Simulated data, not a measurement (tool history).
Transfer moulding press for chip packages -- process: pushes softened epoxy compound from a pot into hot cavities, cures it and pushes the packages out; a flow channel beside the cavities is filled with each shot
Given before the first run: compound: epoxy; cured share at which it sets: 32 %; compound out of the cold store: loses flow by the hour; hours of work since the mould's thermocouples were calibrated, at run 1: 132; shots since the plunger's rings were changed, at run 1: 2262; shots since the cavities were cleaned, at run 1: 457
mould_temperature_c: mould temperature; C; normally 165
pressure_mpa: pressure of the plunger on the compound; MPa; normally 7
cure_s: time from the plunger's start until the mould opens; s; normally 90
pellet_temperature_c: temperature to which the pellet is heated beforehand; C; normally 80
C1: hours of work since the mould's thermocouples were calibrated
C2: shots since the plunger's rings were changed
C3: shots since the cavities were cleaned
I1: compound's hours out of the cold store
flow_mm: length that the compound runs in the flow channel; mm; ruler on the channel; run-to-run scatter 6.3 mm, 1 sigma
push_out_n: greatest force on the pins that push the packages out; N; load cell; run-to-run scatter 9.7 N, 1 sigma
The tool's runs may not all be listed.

Run 1, hour 0: usual settings; C1 132; C2 2262; C3 457; I1 10. Result: flow_mm 723 mm, push_out_n 587 N.
At hour 6.3: cavities cleaned with cleaning compound and waxed.
Run 2, hour 13.1: usual settings; C1 141; C2 2432; C3 100; I1 19.8. Result: flow_mm 690 mm, push_out_n 519 N.
Run 3, hour 28.9: usual settings; C1 153; C2 2663; C3 331; I1 26.4. Result: flow_mm 689 mm, push_out_n 565 N.
Run 4, hour 39.3: usual settings but pressure_mpa 5.61 MPa; C1 161; C2 2815; C3 483; I1 39.1. Result: flow_mm 587 mm, push_out_n 577 N.
At hour 44.7: cavities cleaned with cleaning compound and waxed.
Run 5, hour 63.9: usual settings but pressure_mpa 5.61 MPa; C1 179; C2 3154; C3 281; I1 41.4. Result: flow_mm 584 mm, push_out_n 530 N.
At hour 81.2: plunger's sealing rings changed.
At hour 84.9: cavities cleaned with cleaning compound and waxed.
Run 6, hour 90.9: usual settings but pressure_mpa 5.61 MPa; C1 197; C2 120; C3 87; I1 13. Result: flow_mm 665 mm, push_out_n 515 N.
Run 7, hour 111.9: usual settings but pressure_mpa 5.61 MPa; C1 213; C2 428; C3 395; I1 10.7. Result: flow_mm 665 mm, push_out_n 583 N.
At hour 122.6: cavities cleaned with cleaning compound and waxed.
Run 8, hour 130.7: usual settings but pressure_mpa 5.61 MPa; C1 226; C2 682; C3 119; I1 33.3. Result: flow_mm 629 mm, push_out_n 501 N.
Run 9, hour 148.9: usual settings but pressure_mpa 5.61 MPa; C1 240; C2 948; C3 385; I1 29.8. Result: flow_mm 631 mm, push_out_n 543 N.
At hour 160: cavities cleaned with cleaning compound and waxed.
Run 10, hour 161.9: usual settings but pellet_temperature_c 73 C; C1 249; C2 1117; C3 28; I1 25.4. Result: flow_mm 702 mm, push_out_n 468 N.
Run 11, hour 174.7: usual settings but pellet_temperature_c 73 C; C1 259; C2 1305; C3 216; I1 41.5. Result: flow_mm 678 mm, push_out_n 530 N.
Run 12, hour 195.7: usual settings but pellet_temperature_c 73 C; C1 275; C2 1612; C3 523; I1 32.5. Result: flow_mm 692 mm, push_out_n 601 N.
At hour 199.2: cavities cleaned with cleaning compound and waxed.
Run 13, hour 218: usual settings but pellet_temperature_c 73 C; C1 291; C2 1917; C3 276; I1 46. Result: flow_mm 665 mm, push_out_n 562 N.
Run 14, hour 233.9: usual settings but mould_temperature_c 168 C; C1 303; C2 2149; C3 508; I1 44.1. Result: flow_mm 653 mm, push_out_n 493 N.
At hour 237.1: cavities cleaned with cleaning compound and waxed.
Run 15, hour 255.5: usual settings but mould_temperature_c 168 C; C1 319; C2 2445; C3 270; I1 30.4. Result: flow_mm 671 mm, push_out_n 450 N.
Run 16, hour 272.5: usual settings but cure_s 129 s; C1 332; C2 2694; C3 519; I1 37.4. Result: flow_mm 661 mm, push_out_n 382 N.
At hour 275.9: cavities cleaned with cleaning compound and waxed.
At hour 287.6: mould's thermocouples calibrated.
Run 17, hour 296.5: usual settings but mould_temperature_c 162 C, cure_s 77 s; C1 7; C2 2994; C3 273; I1 36.6. Result: flow_mm 665 mm, push_out_n 918 N.
Run 18, hour 308.5: usual settings but mould_temperature_c 166 C, pressure_mpa 6.44 MPa, cure_s 91 s, pellet_temperature_c 70 C; C1 16; C2 3170; C3 449; I1 45.4. Result: flow_mm 615 mm, push_out_n 528 N.
At hour 316.2: cavities cleaned with cleaning compound and waxed.
Run 19, hour 322: usual settings but mould_temperature_c 159 C, pressure_mpa 6.36 MPa, cure_s 86 s; C1 25; C2 3345; C3 85; I1 21.2. Result: flow_mm 675 mm, push_out_n 819 N.
At hour 326.3: plunger's sealing rings changed.
Run 20, hour 349.5: usual settings but mould_temperature_c 173 C, pressure_mpa 5.25 MPa, cure_s 83 s, pellet_temperature_c 72 C; C1 44; C2 339; C3 451; I1 27.2. Result: flow_mm 597 mm, push_out_n 426 N.
At hour 356.3: cavities cleaned with cleaning compound and waxed.
Run 21, hour 375.5: usual settings but mould_temperature_c 170 C; C1 63; C2 698; C3 281; I1 17.2. Result: flow_mm 702 mm, push_out_n 383 N.
At hour 395.3: cavities cleaned with cleaning compound and waxed.
Run 22, hour 400.9: usual settings but pellet_temperature_c 86 C; C1 82; C2 1048; C3 82; I1 41.1. Result: flow_mm 670 mm, push_out_n 466 N.
Run 23, hour 411.5: usual settings but pellet_temperature_c 86 C; C1 90; C2 1204; C3 238; I1 22.8. Result: flow_mm 712 mm, push_out_n 499 N.
Run 24, hour 422.7: usual settings but mould_temperature_c 166 C, cure_s 89 s; C1 98; C2 1368; C3 402; I1 13.7. Result: flow_mm 708 mm, push_out_n 565 N.
At hour 434.5: cavities cleaned with cleaning compound and waxed.
Run 25, hour 439: usual settings but mould_temperature_c 166 C, pressure_mpa 5.93 MPa, cure_s 119 s; C1 110; C2 1585; C3 66; I1 17.6. Result: flow_mm 644 mm, push_out_n 312 N.
Run 26, hour 454.7: usual settings but mould_temperature_c 173 C, pressure_mpa 5.27 MPa, cure_s 74 s, pellet_temperature_c 85 C; C1 122; C2 1815; C3 296; I1 20.2. Result: flow_mm 595 mm, push_out_n 492 N.
Run 27, hour 467: usual settings but mould_temperature_c 173 C, pressure_mpa 5.27 MPa, cure_s 74 s, pellet_temperature_c 85 C; C1 131; C2 1995; C3 476; I1 47.4. Result: flow_mm 549 mm, push_out_n 520 N.

Branching from run 27: 4 alternative next runs. What would each branch give?
At hour 471.9: cavities cleaned with cleaning compound and waxed.
Run A, hour 485.4: usual settings but mould_temperature_c 173 C, pressure_mpa 5.27 MPa, cure_s 99 s, pellet_temperature_c 85 C; C1 144; C2 2242; C3 197; I1 22.5. Result: flow_mm ?, push_out_n ?.
At hour 471.9: cavities cleaned with cleaning compound and waxed.
Run B, hour 485.4: usual settings but mould_temperature_c 158 C, pressure_mpa 5.64 MPa, pellet_temperature_c 79 C; C1 144; C2 2242; C3 197; I1 31.7. Result: flow_mm ?, push_out_n ?.
At hour 471.9: cavities cleaned with cleaning compound and waxed.
Run C, hour 485.4: usual settings but pressure_mpa 5.47 MPa, cure_s 86 s; C1 144; C2 2242; C3 197; I1 41.6. Result: flow_mm ?, push_out_n ?.
At hour 471.9: cavities cleaned with cleaning compound and waxed.
Run D, hour 485.4: usual settings but pressure_mpa 5.27 MPa, cure_s 74 s, pellet_temperature_c 85 C; C1 144; C2 2242; C3 197; I1 44.2. Result: flow_mm ?, push_out_n ?.

run  flow_mm  push_out_n
  A      579         343
  B      627         835
  C      577         585
  D      570         802
The same runs, with their run-to-run variation unchanged, on a tool lacking any hidden condition would have given:
run  flow_mm  push_out_n
  A      607         297
  B      658         732
  C      605         513
  D      598         703

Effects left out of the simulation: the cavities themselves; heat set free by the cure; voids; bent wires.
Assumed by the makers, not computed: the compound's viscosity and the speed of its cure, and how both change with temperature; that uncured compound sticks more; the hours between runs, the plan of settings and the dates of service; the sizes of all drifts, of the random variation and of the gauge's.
